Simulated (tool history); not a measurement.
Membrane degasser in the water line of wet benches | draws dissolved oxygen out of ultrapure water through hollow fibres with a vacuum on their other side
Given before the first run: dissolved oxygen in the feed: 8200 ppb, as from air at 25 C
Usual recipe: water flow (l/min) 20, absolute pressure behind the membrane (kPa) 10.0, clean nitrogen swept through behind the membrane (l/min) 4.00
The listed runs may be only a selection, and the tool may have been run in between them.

run   hour  water flow (l/min)  absolute pressure behind the membrane (kPa)  clean nitrogen swept through behind the membrane (l/min)  dissolved oxygen in the water behind the degasser (ppb)  pressure that the water loses in the fibres (kPa)
  1    0.0                  20                                         10.0                                                      4.00                                                     87.5                                              28.25
  2   48.8                  20                                         10.0                                                      4.00                                                     88.2                                              28.34
  3   80.1                  20                                         10.0                                                      4.00                                                     87.8                                              28.06
  4  117.2                  20                                         10.0                                                      4.00                                                     89.3                                              28.27
  5  167.4                  20                                         10.0                                                      4.00                                                     89.6                                              28.19
  6  190.6                  20                                         10.0                                                      4.00                                                     89.6                                              28.23
  7  230.2                  20                                         10.0                                                      4.00                                                     88.5                                              28.26
  8  257.3                  20                                         10.0                                                      4.00                                                     87.5                                              28.50
  9  306.9                  20                                          6.3                                                      4.00                                                     43.3                                              28.33
 10  348.7                  20                                          6.3                                                      2.37                                                     70.4                                              28.47
 11  375.9                  20                                          6.3                                                      2.37                                                     70.4                                              28.31
 12  403.5                  27                                         10.0                                                      4.00                                                    122.1                                              37.83
 13  429.0                  20                                         10.0                                                      4.00                                                     89.9                                              28.35
 14  478.5                  23                                         10.0                                                      4.00                                                    103.7                                              32.42
 15  530.4                  20                                         15.3                                                      1.80                                                    320.1                                              28.21
 16  574.6                  29                                         13.9                                                      4.00                                                    200.5                                              40.85
 17  606.2                  18                                         12.8                                                      2.54                                                    168.8                                              25.54
 18  651.0                  18                                          7.9                                                      4.65                                                     50.2                                              25.31
 19  684.6                  18                                          7.9                                                      4.65                                                     49.3                                              25.38
 20  713.0                  19                                         10.0                                                      6.00                                                     58.0                                              26.88
 21  754.6                  19                                         10.0                                                      6.00                                                     58.3                                              26.88
 22  791.2                  19                                         10.0                                                      8.24                                                     43.7                                              26.81
 23  820.9                  21                                         10.0                                                      1.87                                                    189.8                                              29.37
 24  854.9                  12                                         12.1                                                      1.87                                                    144.7                                              17.20
 25  878.5                  12                                         12.1                                                      1.87                                                    145.7                                              16.99
 26  921.7                  18                                         20.6                                                      4.68                                                    171.4                                              25.58
 27  946.3                  20                                         10.0                                                      4.18                                                     86.2                                              28.55

For each run, the measured value with the value that run would have given without the tool's hidden condition subtracted. The run-to-run variation is shared by both, the gauge scatter possibly not:
The hidden state here: membrane still open, %; true pressure behind the membrane over the reading, kPa; air that leaks in behind the membrane, l/min; drift of the gauge itself on oxygen_ppb, %; drift of the gauge itself on loss_of_pressure_kpa, %.
run  dissolved oxygen in the water behind the degasser (ppb)  pressure that the water loses in the fibres (kPa)
  1                                                     +3.6                                              +0.04
  2                                                     +3.8                                              +0.06
  3                                                     +3.8                                              +0.06
  4                                                     +3.9                                              +0.07
  5                                                     +4.0                                              +0.09
  6                                                     +4.0                                              +0.09
  7                                                     +4.1                                              +0.10
  8                                                     +4.1                                              +0.11
  9                                                     +3.4                                              +0.12
 10                                                     +5.7                                              +0.14
 11                                                     +5.8                                              +0.15
 12                                                     +5.4                                              +0.20
 13                                                     +4.5                                              +0.16
 14                                                     +5.1                                              +0.20
 15                                                    +11.1                                              +0.19
 16                                                     +7.0                                              +0.28
 17                                                     +7.6                                              +0.19
 18                                                     +3.7                                              +0.20
 19                                                     +3.7                                              +0.21
 20                                                     +3.5                                              +0.23
 21                                                     +3.5                                              +0.24
 22                                                     +2.7                                              +0.25
 23                                                    +10.3                                              +0.28
 24                                                     +8.9                                              +0.17
 25                                                     +9.0                                              +0.17
 26                                                     +6.9                                              +0.27
 27                                                     +5.3                                              +0.31
